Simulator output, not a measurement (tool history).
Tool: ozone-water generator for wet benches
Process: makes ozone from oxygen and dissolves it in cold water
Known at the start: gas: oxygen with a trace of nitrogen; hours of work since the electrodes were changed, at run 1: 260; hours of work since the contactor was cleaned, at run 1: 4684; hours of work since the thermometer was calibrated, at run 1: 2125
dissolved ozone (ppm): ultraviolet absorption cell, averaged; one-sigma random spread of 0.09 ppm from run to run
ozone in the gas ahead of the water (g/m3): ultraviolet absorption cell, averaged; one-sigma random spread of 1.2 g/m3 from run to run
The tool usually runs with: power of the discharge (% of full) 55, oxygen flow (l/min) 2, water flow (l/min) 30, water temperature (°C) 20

run	hour	power of the discharge (% of full)	oxygen flow (l/min)	water flow (l/min)	water temperature (°C)	hours of work since the electrodes were changed	hours of work since the contactor was cleaned	hours of work since the thermometer was calibrated	dissolved ozone (ppm)	ozone in the gas ahead of the water (g/m3)
1	0	55	2	30	20	260	4684	2125	7.96	208.9
2	102.3	55	2	30	20	356	4780	2221	7.77	211
3	161.2	55	1.79	30	20	411	4836	2276	7.76	225.2
4	212.8	55	2	34	20	460	4884	2325	6.79	209.4
5	304.1	55	2	34	20	546	4970	2411	6.84	211.9
6	359.2	55	2.47	30	20	598	5022	2463	7.97	181.7
7	443.2	55	2.47	30	20	677	5101	2542	7.98	181.5
8	524.5	55	2.47	30	20	753	5178	2618	7.9	181
9	572.9	55	2.47	30	20	799	5223	2664	8.08	180.3
10	641.7	55	2.47	30	20	864	5288	2729	8.05	179.5
# hour 661: water thermometer calibrated
11	739.4	55	2	30	20	955	5379	74	7.79	210.7
12	813.9	55	2	30	19	1025	5450	144	7.89	209.3
13	886.7	41	2	22	19	1094	5518	213	8.53	166.4
14	948.3	41	2	22	19	1152	5576	270	8.49	167.9
15	1036.9	55	1.99	42	23	1235	5660	354	5.34	210.2
16	1096	55	1.67	42	12	1291	5715	409	5.32	237.8
17	1199.9	55	1.67	42	12	1389	5813	507	5.39	235.8
18	1304.7	53	1.67	42	27	1487	5912	606	4.85	227.3
19	1357.6	51	1.14	37	21	1537	5961	656	5.4	290.2
20	1452.8	84	2	22	20	1627	6051	745	14.74	287.9
21	1554.9	66	1.07	22	20	1723	6147	841	11.21	366.3
22	1602.4	66	1.07	22	20	1767	6192	886	11.29	366.1
23	1703.9	66	1.07	22	20	1863	6287	982	11.11	364.7

Branching from run 23: 5 alternative next runs. What would each branch give?
A	1787.4	66	2.59	22	20	1941	6366	1060	?	?
B	1787.4	55	2.48	30	20	1941	6366	1060	?	?
C	1787.4	59	2	30	19	1941	6366	1060	?	?
D	1787.4	90	1.07	19	20	1941	6366	1060	?	?
E	1787.4	66	2.27	22	20	1941	6366	1060	?	?

run	dissolved ozone (ppm)	ozone in the gas ahead of the water (g/m3)
A	12.21	198.2
B	7.93	176.9
C	8.13	216.4
D	16.71	462.8
E	12.3	218
The same runs, with their run-to-run variation unchanged, on a tool lacking any hidden condition would have given:
run	dissolved ozone (ppm)	ozone in the gas ahead of the water (g/m3)
A	12.97	204.3
B	8.4	181.6
C	8.62	222.5
D	17.83	480.9
E	13.06	224.8
